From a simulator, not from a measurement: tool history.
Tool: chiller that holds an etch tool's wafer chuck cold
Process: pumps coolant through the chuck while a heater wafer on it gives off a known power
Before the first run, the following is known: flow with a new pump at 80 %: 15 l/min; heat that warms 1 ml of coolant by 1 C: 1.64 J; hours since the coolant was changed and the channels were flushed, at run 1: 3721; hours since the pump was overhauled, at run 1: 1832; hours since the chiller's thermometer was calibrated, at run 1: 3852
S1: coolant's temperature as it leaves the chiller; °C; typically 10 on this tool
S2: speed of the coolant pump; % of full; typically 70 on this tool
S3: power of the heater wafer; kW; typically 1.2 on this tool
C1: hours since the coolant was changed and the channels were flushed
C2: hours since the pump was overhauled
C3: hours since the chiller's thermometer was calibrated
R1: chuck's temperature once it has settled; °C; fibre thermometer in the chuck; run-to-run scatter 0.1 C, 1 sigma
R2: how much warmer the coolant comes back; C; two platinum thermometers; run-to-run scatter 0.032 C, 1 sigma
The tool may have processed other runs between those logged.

run	hour	S1	S2	S3	C1	C2	C3	R1	R2
1	0	10	70	1.2	3721	1832	3852	19.8	3.53
2	25.9	10	70	1.2	3747	1858	3878	19.7	3.62
3	64.2	15	70	1.2	3785	1896	3916	24.6	3.52
4	104.4	10	90	1.2	3825	1936	3956	18.1	2.7
5	131.1	10	70	1.2	3852	1963	3983	19.8	3.57
6	170.8	10	70	1.2	3892	2003	4022	19.7	3.53
7	208.8	10	70	1.2	3930	2041	4060	19.9	3.58
8	243.8	10	70	1.2	3965	2076	4095	19.9	3.54
9	291.7	10	70	1.326	4013	2124	4143	21	3.95
10	332.2	10	70	1.227	4053	2164	4184	20.2	3.68
11	362.5	10	70	1.064	4083	2194	4214	18.8	3.2
12	393	16	70	1.064	4114	2225	4245	24.9	3.16
13	419.6	16	70	1.064	4141	2251	4271	24.7	3.18
14	451.6	16	70	1.161	4172	2283	4303	25.5	3.53
15	498.5	16	70	1.161	4219	2330	4350	25.6	3.47
16	526.4	16	70	1.161	4247	2358	4378	25.6	3.49
17	574.4	10	96	1.161	4295	2406	4426	17.5	2.53
18	605.5	11	96	1.283	4326	2437	4457	19.4	2.83
19	642.3	4	96	1.283	4363	2474	4494	12.7	2.82
20	673.7	9	96	1.283	4395	2506	4525	17.8	2.85
21	698.2	9	96	1.283	4419	2530	4550	17.6	2.77
22	735.8	10	70	0.694	4457	2568	4587	15.4	2.06
23	778.9	19	82	0.985	4500	2611	4630	26.3	2.58
24	807.4	10	98	0.936	4528	2639	4659	16	2.02
25	849.8	10	60	1.2	4571	2682	4701	21.6	4.33
26	896.4	3	64	1.09	4617	2728	4748	12.9	3.61
27	943.5	10	62	1.302	4664	2775	4795	22.2	4.49
28	992.1	10	90	0.903	4713	2824	4844	16.3	2.21
# hour 996: chiller's thermometer calibrated
29	1020.8	16	65	1.459	4741	2852	25	30	4.84
30	1056.6	16	68	1.2	4776	2887	61	27.1	3.78
31	1096.1	16	68	1.2	4816	2927	100	27.2	3.85
32	1127.5	19	61	0.806	4847	2958	132	27.2	2.9

Table of differences, measured result less the result of that run with no hidden state. Run-to-run variation is the same in both. Gauge scatter possibly is not:
Hidden conditions of the tool in this case: heat passed by the chuck's channels, % of clean ones'; flow at a given pump speed, % of a new pump's; coolant's true temperature over the reading, C; drift of the gauge itself on chuck_c, C; drift of the gauge itself on warmer_back_c, C.
run	R1	R2
1	+1.1	+0.2
2	+1.1	+0.21
3	+1.1	+0.21
4	+0.9	+0.16
5	+1.2	+0.22
6	+1.2	+0.22
7	+1.2	+0.22
8	+1.2	+0.23
9	+1.4	+0.25
10	+1.3	+0.24
11	+1	+0.22
12	+1.1	+0.21
13	+1.1	+0.22
14	+1.2	+0.25
15	+1.3	+0.25
16	+1.3	+0.25
17	+1	+0.19
18	+1.1	+0.21
19	+1.2	+0.21
20	+1.2	+0.21
21	+1.2	+0.22
22	+0.6	+0.16
23	+0.9	+0.21
24	+0.7	+0.16
25	+1.8	+0.36
26	+1.5	+0.31
27	+2	+0.38
28	+0.8	+0.19
29	+3	+0.43
30	+2.4	+0.34
31	+2.4	+0.34
32	+1.8	+0.26

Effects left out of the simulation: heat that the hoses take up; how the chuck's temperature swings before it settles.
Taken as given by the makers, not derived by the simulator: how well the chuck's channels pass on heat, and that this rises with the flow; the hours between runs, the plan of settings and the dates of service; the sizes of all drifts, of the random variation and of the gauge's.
